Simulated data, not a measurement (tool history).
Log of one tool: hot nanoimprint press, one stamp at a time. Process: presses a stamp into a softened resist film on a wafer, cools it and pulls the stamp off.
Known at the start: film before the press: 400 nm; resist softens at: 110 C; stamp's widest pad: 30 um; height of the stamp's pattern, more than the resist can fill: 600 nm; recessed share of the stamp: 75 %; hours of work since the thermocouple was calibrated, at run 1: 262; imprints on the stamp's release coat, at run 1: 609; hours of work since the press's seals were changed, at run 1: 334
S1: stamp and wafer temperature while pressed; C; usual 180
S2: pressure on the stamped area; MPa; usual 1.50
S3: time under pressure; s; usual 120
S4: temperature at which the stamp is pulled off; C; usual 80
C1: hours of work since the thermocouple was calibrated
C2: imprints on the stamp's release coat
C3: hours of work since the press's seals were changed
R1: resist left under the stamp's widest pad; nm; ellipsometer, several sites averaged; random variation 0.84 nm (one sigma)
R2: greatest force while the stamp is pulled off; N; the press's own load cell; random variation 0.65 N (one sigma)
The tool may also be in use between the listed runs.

run 1 day=0.000 | S1=180 S2=1.50 S3=120 S4=80 | C1=262 C2=609 C3=334 | R1=153.8 R2=151.6
run 2 day=0.358 | S1=180 S2=1.50 S3=120 S4=80 | C1=268 C2=644 C3=339 | R1=153.7 R2=151.5
run 3 day=1.071 | S1=180 S2=1.50 S3=120 S4=80 | C1=280 C2=713 C3=351 | R1=154.5 R2=151.4
-- day=1.708 stamp cleaned and given a new release coat
run 4 day=1.717 | S1=180 S2=1.50 S3=120 S4=80 | C1=287 C2=1 C3=358 | R1=155.4 R2=141.5
run 5 day=2.367 | S1=180 S2=1.50 S3=120 S4=80 | C1=297 C2=65 C3=369 | R1=156.0 R2=142.9
run 6 day=2.708 | S1=180 S2=1.50 S3=120 S4=66 | C1=303 C2=98 C3=374 | R1=157.2 R2=176.1
run 7 day=3.475 | S1=180 S2=1.50 S3=120 S4=66 | C1=316 C2=173 C3=387 | R1=156.1 R2=178.8
run 8 day=4.146 | S1=180 S2=1.50 S3=120 S4=80 | C1=327 C2=239 C3=398 | R1=156.1 R2=145.9
run 9 day=4.879 | S1=180 S2=1.50 S3=120 S4=80 | C1=339 C2=311 C3=411 | R1=158.7 R2=147.8
run 10 day=5.221 | S1=180 S2=1.50 S3=120 S4=75 | C1=345 C2=345 C3=416 | R1=157.8 R2=159.6
run 11 day=5.712 | S1=180 S2=2.30 S3=210 S4=80 | C1=353 C2=393 C3=424 | R1=101.8 R2=147.3
run 12 day=6.092 | S1=186 S2=1.15 S3=180 S4=77 | C1=359 C2=430 C3=431 | R1=106.7 R2=156.1
run 13 day=6.629 | S1=186 S2=1.15 S3=180 S4=75 | C1=368 C2=483 C3=440 | R1=104.9 R2=162.1
run 14 day=7.000 | S1=180 S2=2.00 S3=113 S4=79 | C1=375 C2=519 C3=446 | R1=142.1 R2=153.0
run 15 day=7.679 | S1=182 S2=1.71 S3=120 S4=80 | C1=386 C2=586 C3=457 | R1=134.1 R2=151.8
run 16 day=8.292 | S1=180 S2=1.61 S3=120 S4=80 | C1=396 C2=646 C3=467 | R1=154.3 R2=150.5
run 17 day=8.729 | S1=172 S2=1.96 S3=120 S4=70 | C1=403 C2=688 C3=475 | R1=227.5 R2=177.8
-- day=9.612 stamp cleaned and given a new release coat
run 18 day=9.825 | S1=180 S2=1.78 S3=120 S4=70 | C1=417 C2=21 C3=489 | R1=150.6 R2=166.2
run 19 day=10.558 | S1=186 S2=1.50 S3=65 S4=80 | C1=430 C2=93 C3=501 | R1=145.3 R2=144.9

Forecast each of these 3 alternatives for the next run:
run A day=11.300 | S1=186 S2=1.50 S3=65 S4=84 | C1=442 C2=166 C3=513 | R1=? R2=?
run B day=11.300 | S1=180 S2=0.95 S3=73 S4=68 | C1=442 C2=166 C3=513 | R1=? R2=?
run C day=11.300 | S1=180 S2=1.50 S3=92 S4=71 | C1=442 C2=166 C3=513 | R1=? R2=?

run=A R1=146.4 R2=136.8
run=B R1=235.4 R2=173.9
run=C R1=180.7 R2=167.7
Without the tool's hidden state the same runs would have given:
run=A R1=129.9 R2=130.0
run=B R1=213.2 R2=166.5
run=C R1=160.1 R2=160.5
